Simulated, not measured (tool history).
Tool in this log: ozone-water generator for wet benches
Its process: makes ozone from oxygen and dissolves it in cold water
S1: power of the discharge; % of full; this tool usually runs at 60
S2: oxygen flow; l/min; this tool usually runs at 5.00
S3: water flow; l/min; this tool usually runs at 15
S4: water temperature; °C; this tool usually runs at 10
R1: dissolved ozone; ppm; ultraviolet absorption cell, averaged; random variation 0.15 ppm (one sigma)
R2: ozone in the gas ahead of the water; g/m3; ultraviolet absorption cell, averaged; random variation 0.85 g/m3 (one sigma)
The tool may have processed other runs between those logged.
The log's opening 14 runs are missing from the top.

| run | hour | S1 | S2 | S3 | S4 | R1 | R2 |
|---|---|---|---|---|---|---|---|
| 15 | 1890.3 | 45 | 5.00 | 15 | 10 | 12.3 | 90.9 |
| 16 | 2020.1 | 48 | 5.00 | 15 | 10 | 13.2 | 94.9 |
| 17 | 2181.9 | 60 | 5.00 | 15 | 10 | 15.5 | 109.3 |
| 18 | 2371.5 | 60 | 3.61 | 15 | 15 | 13.3 | 120.9 |
| 19 | 2520.0 | 60 | 3.61 | 17 | 7 | 12.8 | 120.1 |
| 20 | 2688.6 | 63 | 7.00 | 23 | 9 | 12.0 | 100.0 |
| 21 | 2868.1 | 63 | 7.00 | 23 | 9 | 12.1 | 100.1 |
|  | 2955.2 | water thermometer calibrated |
| 22 | 3010.5 | 88 | 7.00 | 16 | 13 | 18.8 | 122.4 |

Expected results for the next run?
| 23 | 3100.6 | 88 | 7.00 | 16 | 13 | ? | ? |

R1: 18.5 ppm
R2: 124.1 g/m3
With no hidden state in the tool, this same run would have given R1 26.4 ppm, R2 171.0 g/m3.

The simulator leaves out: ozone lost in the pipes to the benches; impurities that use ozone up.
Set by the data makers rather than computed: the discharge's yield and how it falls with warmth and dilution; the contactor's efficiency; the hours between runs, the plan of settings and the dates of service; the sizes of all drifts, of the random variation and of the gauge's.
